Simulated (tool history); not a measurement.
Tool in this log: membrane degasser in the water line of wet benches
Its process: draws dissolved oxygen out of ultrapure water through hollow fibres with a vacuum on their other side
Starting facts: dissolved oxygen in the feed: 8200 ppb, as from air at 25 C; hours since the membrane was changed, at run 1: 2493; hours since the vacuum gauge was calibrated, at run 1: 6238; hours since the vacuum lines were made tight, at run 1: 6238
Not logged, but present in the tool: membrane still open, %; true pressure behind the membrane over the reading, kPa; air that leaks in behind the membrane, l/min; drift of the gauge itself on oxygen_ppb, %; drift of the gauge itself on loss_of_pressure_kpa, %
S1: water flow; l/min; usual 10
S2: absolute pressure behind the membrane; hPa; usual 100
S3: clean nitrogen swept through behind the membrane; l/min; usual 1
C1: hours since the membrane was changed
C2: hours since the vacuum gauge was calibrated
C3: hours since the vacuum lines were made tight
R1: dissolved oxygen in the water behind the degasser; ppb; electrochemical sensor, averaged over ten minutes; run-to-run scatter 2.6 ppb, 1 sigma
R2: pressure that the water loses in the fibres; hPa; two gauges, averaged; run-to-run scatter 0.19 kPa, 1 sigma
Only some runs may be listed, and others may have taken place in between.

Run 1, hour 0: usual settings; C1 2493; C2 6238; C3 6238. Result: R1 265.1 ppb, R2 381.7 hPa.
Run 2, hour 74.6: usual settings but S2 76 hPa; C1 2568; C2 6313; C3 6313. Result: R1 209.5 ppb, R2 382.8 hPa.
Run 3, hour 133.3: usual settings but S2 76 hPa; C1 2626; C2 6372; C3 6372. Result: R1 207.9 ppb, R2 385.2 hPa.
Run 4, hour 209.9: usual settings but S2 76 hPa; C1 2703; C2 6448; C3 6448. Result: R1 211.1 ppb, R2 380.3 hPa.
Run 5, hour 245.9: usual settings; C1 2739; C2 6484; C3 6484. Result: R1 264.3 ppb, R2 381.5 hPa.
Run 6, hour 300.9: usual settings; C1 2794; C2 6539; C3 6539. Result: R1 264 ppb, R2 383.7 hPa.
Run 7, hour 362.8: usual settings; C1 2856; C2 6601; C3 6601. Result: R1 262.3 ppb, R2 379.7 hPa.
Run 8, hour 410.6: usual settings; C1 2904; C2 6649; C3 6649. Result: R1 259.1 ppb, R2 380.9 hPa.
Run 9, hour 461.2: usual settings but S3 2.59 l/min; C1 2954; C2 6699; C3 6699. Result: R1 174.9 ppb, R2 383.7 hPa.
Run 10, hour 509.9: usual settings but S2 166 hPa, S3 2.59 l/min; C1 3003; C2 6748; C3 6748. Result: R1 231.6 ppb, R2 382 hPa.
Run 11, hour 555.8: usual settings but S2 166 hPa, S3 2.59 l/min; C1 3049; C2 6794; C3 6794. Result: R1 230.9 ppb, R2 382.3 hPa.
Run 12, hour 619.8: usual settings but S2 166 hPa, S3 2.59 l/min; C1 3113; C2 6858; C3 6858. Result: R1 229.4 ppb, R2 383.4 hPa.
Run 13, hour 658.9: usual settings but S2 166 hPa, S3 2.59 l/min; C1 3152; C2 6897; C3 6897. Result: R1 233.5 ppb, R2 380.3 hPa.
Run 14, hour 698.4: usual settings but S2 166 hPa, S3 2.59 l/min; C1 3191; C2 6937; C3 6937. Result: R1 230 ppb, R2 376 hPa.
Run 15, hour 746.2: usual settings but S3 1.82 l/min; C1 3239; C2 6984; C3 6984. Result: R1 192.2 ppb, R2 380.1 hPa.
Run 16, hour 787.3: usual settings but S1 7 l/min, S3 1.05 l/min; C1 3280; C2 7026; C3 7026. Result: R1 159.1 ppb, R2 267.3 hPa.

Run 17, settings as shown, results not yet in. Your forecast:
Run 17, hour 868.5: usual settings but S1 7 l/min, S3 1.05 l/min; C1 3362; C2 7107; C3 7107. Result: R1 ?, R2 ?.

Run 17 produced R1 159.6 ppb, R2 266.9 hPa.
The same run, on a tool lacking any hidden state, would have yielded R1 159.5 ppb, R2 269.4 hPa.

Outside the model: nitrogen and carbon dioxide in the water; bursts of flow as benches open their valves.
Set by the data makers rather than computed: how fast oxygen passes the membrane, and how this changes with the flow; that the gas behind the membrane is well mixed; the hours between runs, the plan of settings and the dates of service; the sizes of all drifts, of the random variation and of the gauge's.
